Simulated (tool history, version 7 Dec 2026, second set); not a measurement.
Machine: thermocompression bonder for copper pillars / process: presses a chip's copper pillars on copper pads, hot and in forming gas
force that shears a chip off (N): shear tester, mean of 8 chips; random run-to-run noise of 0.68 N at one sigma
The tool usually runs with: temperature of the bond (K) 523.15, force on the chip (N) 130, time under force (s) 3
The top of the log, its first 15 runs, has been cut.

run,day,temperature of the bond (K),force on the chip (N),time under force (s),force that shears a chip off (N)
16,6.808,522.15,130,3,115.4
17,7.092,523.15,130,3,117.1
18,7.688,523.15,186,3,126.2
# day 7.938: heater calibrated with a thermocouple chip
19,8.129,523.15,130,3,103.5
20,8.604,523.15,130,3,103.5
21,9.183,523.15,130,3,103.8
22,9.500,523.15,130,3,103.6
23,9.958,523.15,162,3,111.5
24,10.412,553.15,113,3,125.7
25,10.908,517.15,112,2,80.0
26,11.300,523.15,130,7,125.0
27,11.983,523.15,130,7,123.2

What will run 28 give?
28,12.496,538.15,130,3,?

force that shears a chip off (N): 119.3
Minus the tool's unlogged condition, the same run would have read force that shears a chip off (N) 122.7.

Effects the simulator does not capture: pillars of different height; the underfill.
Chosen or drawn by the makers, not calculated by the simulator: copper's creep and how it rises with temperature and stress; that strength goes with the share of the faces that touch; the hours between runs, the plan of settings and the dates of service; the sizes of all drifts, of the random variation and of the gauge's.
